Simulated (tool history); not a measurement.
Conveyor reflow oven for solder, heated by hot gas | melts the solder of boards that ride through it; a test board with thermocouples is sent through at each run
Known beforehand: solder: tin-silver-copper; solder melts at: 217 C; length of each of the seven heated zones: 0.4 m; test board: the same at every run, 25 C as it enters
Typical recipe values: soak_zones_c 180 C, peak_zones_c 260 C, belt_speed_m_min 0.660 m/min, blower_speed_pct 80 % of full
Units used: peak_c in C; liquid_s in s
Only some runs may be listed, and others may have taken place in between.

run    hour  soak_zones_c  peak_zones_c  belt_speed_m_min  blower_speed_pct  peak_c  liquid_s
  1     0.0           180           260             0.660                80   245.6      52.9
  2    38.3           180           260             0.633                80   246.4      56.9
  3    60.0           180           260             0.633                80   246.9      56.6
  4    89.8           180           260             0.660                81   245.8      53.1
  5   121.3           180           275             0.660                80   258.6      61.8
  6   143.3           180           260             0.660                80   245.2      52.8
  7   176.9           180           270             0.660                80   253.4      58.4
      206.4  -- thermocouples of zones 6 and 7 changed
  8   224.6           180           270             0.660                80   255.7      59.4
      237.8  -- flux residue cleaned out of gas plates and filters
  9   272.5           180           270             0.660                80   255.9      60.6
 10   309.0           180           270             0.660                80   256.8      60.6
 11   349.5           180           270             0.660                80   256.4      60.1
 12   376.4           180           270             0.660                80   256.6      60.1
 13   411.7           180           270             0.660                72   254.7      59.6
 14   442.4           180           270             0.660                72   254.6      59.0
 15   476.7           180           251             0.660                72   238.3      46.0
 16   501.4           194           260             0.660                80   249.4      63.3
 17   524.6           194           260             0.767                90   247.3      52.0
 18   556.4           180           260             0.660                64   243.6      50.8
 19   595.9           172           260             0.660                72   244.3      48.0
 20   632.7           172           260             0.660                72   243.8      47.8
 21   664.4           172           263             0.660                72   246.4      50.1
 22   709.6           171           260             0.545                81   250.7      66.9
 23   746.6           171           260             0.545                81   250.3      67.4
 24   783.3           171           260             0.545                81   250.4      67.5
 25   814.0           171           260             0.545                81   250.1      66.2
 26   849.9           193           272             0.545                81   263.8      84.4
 27   879.7           192           256             0.657                84   245.6      60.1
 28   925.1           174           260             0.608                80   247.7      57.8
      948.0  -- flux residue cleaned out of gas plates and filters
 29   951.7           174           250             0.701                80   236.6      38.7
 30   983.9           174           250             0.701                80   235.9      39.9
 31  1015.2           174           250             0.701                80   236.5      39.3
 32  1062.3           174           250             0.701                80   236.2      38.5

Each row is a separate what-if for the run after 32, all from the same tool condition, not one after another. Results?
  A  1082.5           178           260             0.660                80       ?         ?
  B  1082.5           179           268             0.701                72       ?         ?
  C  1082.5           193           262             0.701                52       ?         ?

run  peak_c  liquid_s
  A   247.2      53.9
  B   250.5      53.1
  C   243.7      51.2
The same runs, with their run-to-run variation unchanged, on a tool lacking any hidden condition would have given:
run  peak_c  liquid_s
  A   246.9      52.0
  B   250.0      51.2
  C   243.1      49.1

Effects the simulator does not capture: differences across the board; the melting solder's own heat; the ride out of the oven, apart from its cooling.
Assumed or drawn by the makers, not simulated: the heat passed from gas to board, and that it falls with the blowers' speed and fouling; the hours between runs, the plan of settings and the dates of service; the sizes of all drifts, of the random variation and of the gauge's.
